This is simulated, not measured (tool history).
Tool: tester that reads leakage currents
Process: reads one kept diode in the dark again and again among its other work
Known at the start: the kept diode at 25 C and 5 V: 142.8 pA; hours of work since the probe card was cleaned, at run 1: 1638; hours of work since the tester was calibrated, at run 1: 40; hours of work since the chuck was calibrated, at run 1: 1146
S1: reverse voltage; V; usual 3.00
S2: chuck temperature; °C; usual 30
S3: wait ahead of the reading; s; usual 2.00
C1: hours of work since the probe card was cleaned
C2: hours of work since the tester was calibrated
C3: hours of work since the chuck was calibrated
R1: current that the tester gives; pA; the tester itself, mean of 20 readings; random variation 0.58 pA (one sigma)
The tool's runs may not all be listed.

| run | day | S1 | S2 | S3 | C1 | C2 | C3 | R1 |
|---|---|---|---|---|---|---|---|---|
| 1 | 0.000 | 3.00 | 30 | 2.00 | 1638 | 40 | 1146 | 167.55 |
| 2 | 4.750 | 3.00 | 30 | 2.00 | 1718 | 121 | 1227 | 166.13 |
|  | 8.904 | chuck's temperature calibrated |
| 3 | 12.058 | 3.00 | 30 | 0.39 | 1841 | 244 | 54 | 194.38 |
| 4 | 18.612 | 3.00 | 30 | 0.39 | 1953 | 355 | 165 | 190.38 |
| 5 | 24.354 | 12.42 | 30 | 2.00 | 2050 | 453 | 263 | 318.01 |
| 6 | 28.092 | 12.42 | 30 | 0.51 | 2114 | 517 | 326 | 318.10 |
| 7 | 31.375 | 12.42 | 30 | 0.51 | 2170 | 572 | 382 | 313.65 |
| 8 | 37.938 | 3.00 | 30 | 2.00 | 2281 | 684 | 494 | 180.87 |
| 9 | 44.262 | 3.00 | 30 | 2.00 | 2389 | 792 | 601 | 178.60 |
| 10 | 48.033 | 3.00 | 30 | 5.68 | 2453 | 856 | 665 | 176.93 |
|  | 49.571 | probe card cleaned and baked |
| 11 | 51.908 | 3.00 | 30 | 5.68 | 40 | 919 | 729 | 173.05 |
|  | 52.488 | tester calibrated |
| 12 | 59.862 | 1.08 | 30 | 5.68 | 174 | 125 | 863 | 117.79 |
|  | 63.767 | tester calibrated, once more |
| 13 | 66.288 | 1.08 | 30 | 5.68 | 281 | 43 | 971 | 115.59 |
| 14 | 70.571 | 1.08 | 30 | 5.68 | 354 | 116 | 1044 | 113.90 |
| 15 | 74.892 | 2.37 | 33 | 0.57 | 428 | 189 | 1117 | 199.05 |
| 16 | 81.546 | 2.49 | 33 | 0.37 | 541 | 302 | 1230 | 199.88 |
|  | 85.504 | chuck's temperature calibrated |
| 17 | 85.754 | 5.34 | 33 | 3.85 | 611 | 372 | 4 | 311.28 |
| 18 | 90.046 | 5.90 | 30 | 2.00 | 684 | 445 | 77 | 242.36 |
| 19 | 95.488 | 17.90 | 39 | 3.24 | 777 | 538 | 170 | 808.59 |
| 20 | 100.054 | 5.42 | 39 | 2.21 | 854 | 616 | 247 | 517.97 |
| 21 | 104.804 | 5.42 | 39 | 2.21 | 935 | 696 | 328 | 517.17 |
| 22 | 111.333 | 5.42 | 39 | 2.21 | 1046 | 807 | 439 | 508.53 |
| 23 | 118.017 | 5.42 | 57 | 2.21 | 1160 | 921 | 553 | 2257.00 |
| 24 | 122.792 | 6.73 | 56 | 1.21 | 1241 | 1002 | 634 | 2224.58 |
| 25 | 129.500 | 3.00 | 24 | 2.25 | 1355 | 1116 | 748 | 98.42 |
| 26 | 133.471 | 3.00 | 24 | 2.25 | 1422 | 1184 | 816 | 97.47 |
| 27 | 136.942 | 3.00 | 23 | 5.91 | 1481 | 1243 | 875 | 87.78 |

Forecast each of these 3 alternatives for the next run:
| A | 142.171 | 13.83 | 23 | 5.91 | 1570 | 1332 | 964 | ? |
| B | 142.171 | 3.55 | 23 | 5.91 | 1570 | 1332 | 964 | ? |
| C | 142.171 | 5.00 | 23 | 5.91 | 1570 | 1332 | 964 | ? |

| run | R1 |
|---|---|
| A | 154.17 |
| B | 92.56 |
| C | 104.41 |
Without the tool's hidden state the same runs would have given:
| run | R1 |
|---|---|
| A | 169.32 |
| B | 104.43 |
| C | 117.23 |

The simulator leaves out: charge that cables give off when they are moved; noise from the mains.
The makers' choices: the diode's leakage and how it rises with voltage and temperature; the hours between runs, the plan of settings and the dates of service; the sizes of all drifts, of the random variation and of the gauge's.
